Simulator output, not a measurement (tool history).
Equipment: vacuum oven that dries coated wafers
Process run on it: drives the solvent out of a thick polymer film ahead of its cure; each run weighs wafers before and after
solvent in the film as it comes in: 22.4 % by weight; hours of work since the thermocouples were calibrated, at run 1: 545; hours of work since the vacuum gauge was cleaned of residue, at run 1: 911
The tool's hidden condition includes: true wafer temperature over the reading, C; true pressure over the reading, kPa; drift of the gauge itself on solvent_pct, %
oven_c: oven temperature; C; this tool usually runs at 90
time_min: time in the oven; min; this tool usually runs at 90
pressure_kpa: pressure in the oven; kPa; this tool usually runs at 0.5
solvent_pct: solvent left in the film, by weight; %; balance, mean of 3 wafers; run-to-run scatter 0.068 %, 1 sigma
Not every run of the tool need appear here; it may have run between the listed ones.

| run | hour | oven_c | time_min | pressure_kpa | hours of work since the thermocouples were calibrated | hours of work since the vacuum gauge was cleaned of residue | solvent_pct |
|---|---|---|---|---|---|---|---|
| 1 | 0 | 90 | 90 | 0.5 | 545 | 911 | 4.87 |
| 2 | 55.3 | 99 | 90 | 0.5 | 582 | 948 | 1.51 |
| 3 | 91.4 | 99 | 90 | 0.5 | 606 | 971 | 1.54 |
| 4 | 124.6 | 99 | 90 | 0.5 | 628 | 993 | 1.55 |
| 5 | 178.6 | 99 | 90 | 0.5 | 664 | 1029 | 1.5 |
| 6 | 208.5 | 99 | 90 | 0.5 | 684 | 1049 | 1.47 |
| 7 | 269.9 | 96 | 90 | 0.5 | 724 | 1090 | 2.52 |
| 8 | 322 | 90 | 138 | 0.359 | 759 | 1124 | 2.51 |
| 9 | 356.4 | 88 | 137 | 0.318 | 781 | 1147 | 3.28 |
| 10 | 391.5 | 88 | 137 | 0.318 | 805 | 1170 | 3.25 |
| 11 | 450.9 | 78 | 61 | 0.719 | 844 | 1209 | 13.04 |
| 12 | 491.5 | 101 | 81 | 0.719 | 871 | 1236 | 1.55 |
| 13 | 531.1 | 101 | 93 | 0.785 | 897 | 1262 | 1.16 |

Consider 5 possible next runs. They are alternatives, not a sequence: every one starts from the tool as it was left by run 13. What does each give?
| A | 570.9 | 89 | 93 | 0.456 | 923 | 1289 | ? |
| B | 570.9 | 98 | 65 | 1.272 | 923 | 1289 | ? |
| C | 570.9 | 86 | 75 | 1.999 | 923 | 1289 | ? |
| D | 570.9 | 90 | 72 | 1.795 | 923 | 1289 | ? |
| E | 570.9 | 90 | 90 | 0.255 | 923 | 1289 | ? |

| run | solvent_pct |
|---|---|
| A | 5.16 |
| B | 3.67 |
| C | 8.71 |
| D | 6.98 |
| E | 4.77 |
With the hidden condition removed and each run's random variation left untouched, the same runs would have given:
| run | solvent_pct |
|---|---|
| A | 5.12 |
| B | 3.64 |
| C | 8.67 |
| D | 6.94 |
| E | 4.73 |
